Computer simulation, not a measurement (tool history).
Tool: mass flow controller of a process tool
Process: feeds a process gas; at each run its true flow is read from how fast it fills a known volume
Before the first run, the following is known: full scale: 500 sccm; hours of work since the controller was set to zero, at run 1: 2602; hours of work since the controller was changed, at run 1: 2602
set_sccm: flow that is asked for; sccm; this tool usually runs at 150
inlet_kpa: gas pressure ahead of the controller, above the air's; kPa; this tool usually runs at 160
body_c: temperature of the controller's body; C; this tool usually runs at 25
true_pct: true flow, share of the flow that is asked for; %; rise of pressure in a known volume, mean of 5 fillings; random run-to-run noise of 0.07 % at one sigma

| run | hour | set_sccm | inlet_kpa | body_c | hours of work since the controller was set to zero | hours of work since the controller was changed | true_pct |
|---|---|---|---|---|---|---|---|
| 1 | 0.0 | 150 | 160 | 25 | 2602 | 2602 | 98.39 |
| 2 | 73.6 | 150 | 160 | 25 | 2658 | 2658 | 98.53 |
| 3 | 168.7 | 150 | 160 | 25 | 2729 | 2729 | 98.32 |
| 4 | 225.7 | 150 | 160 | 28 | 2773 | 2773 | 98.43 |
| 5 | 273.7 | 150 | 160 | 28 | 2809 | 2809 | 98.46 |
| 6 | 318.6 | 150 | 160 | 28 | 2843 | 2843 | 98.45 |
| 7 | 376.7 | 222 | 160 | 25 | 2887 | 2887 | 98.44 |
| 8 | 457.8 | 150 | 242 | 25 | 2948 | 2948 | 98.68 |
| 9 | 533.7 | 150 | 242 | 25 | 3005 | 3005 | 98.49 |
| 10 | 602.0 | 150 | 242 | 25 | 3057 | 3057 | 98.54 |
| 11 | 680.2 | 150 | 242 | 25 | 3116 | 3116 | 98.56 |
| 12 | 768.9 | 150 | 160 | 25 | 3183 | 3183 | 98.04 |
| 13 | 813.5 | 150 | 218 | 25 | 3217 | 3217 | 98.30 |
| 14 | 893.5 | 150 | 218 | 25 | 3277 | 3277 | 98.27 |
| 15 | 953.0 | 150 | 218 | 25 | 3322 | 3322 | 98.28 |
| 16 | 1033.5 | 150 | 160 | 40 | 3383 | 3383 | 98.80 |
| 17 | 1096.6 | 150 | 204 | 20 | 3431 | 3431 | 97.72 |
| 18 | 1137.7 | 150 | 204 | 37 | 3462 | 3462 | 98.73 |
| 19 | 1211.3 | 199 | 160 | 25 | 3517 | 3517 | 97.90 |
| 20 | 1283.0 | 199 | 266 | 25 | 3571 | 3571 | 98.45 |
| 21 | 1333.1 | 173 | 169 | 25 | 3609 | 3609 | 97.74 |
| 22 | 1428.3 | 150 | 160 | 33 | 3681 | 3681 | 98.13 |
| 23 | 1479.7 | 150 | 160 | 33 | 3720 | 3720 | 98.03 |
| 24 | 1526.7 | 150 | 160 | 33 | 3756 | 3756 | 98.09 |
| 25 | 1609.8 | 488 | 248 | 33 | 3818 | 3818 | 99.81 |
| 26 | 1658.4 | 488 | 248 | 33 | 3855 | 3855 | 99.85 |
| 27 | 1726.3 | 69 | 278 | 21 | 3906 | 3906 | 97.56 |
| 28 | 1801.5 | 69 | 278 | 21 | 3963 | 3963 | 97.67 |
| 29 | 1845.9 | 58 | 160 | 25 | 3997 | 3997 | 96.88 |
| 30 | 1908.8 | 150 | 160 | 27 | 4044 | 4044 | 97.46 |
| 31 | 1969.2 | 150 | 230 | 25 | 4090 | 4090 | 97.60 |

Alternative continuations, all from the tool just after run 31; predict every row:
| A | 2021.6 | 150 | 197 | 25 | 4129 | 4129 | ? |
| B | 2021.6 | 65 | 256 | 23 | 4129 | 4129 | ? |
| C | 2021.6 | 76 | 153 | 35 | 4129 | 4129 | ? |
| D | 2021.6 | 150 | 230 | 24 | 4129 | 4129 | ? |

| run | true_pct |
|---|---|
| A | 97.45 |
| B | 97.34 |
| C | 97.64 |
| D | 97.56 |
With the hidden condition removed and each run's random variation left untouched, the same runs would have given:
| run | true_pct |
|---|---|
| A | 98.65 |
| B | 98.55 |
| C | 98.86 |
| D | 98.76 |

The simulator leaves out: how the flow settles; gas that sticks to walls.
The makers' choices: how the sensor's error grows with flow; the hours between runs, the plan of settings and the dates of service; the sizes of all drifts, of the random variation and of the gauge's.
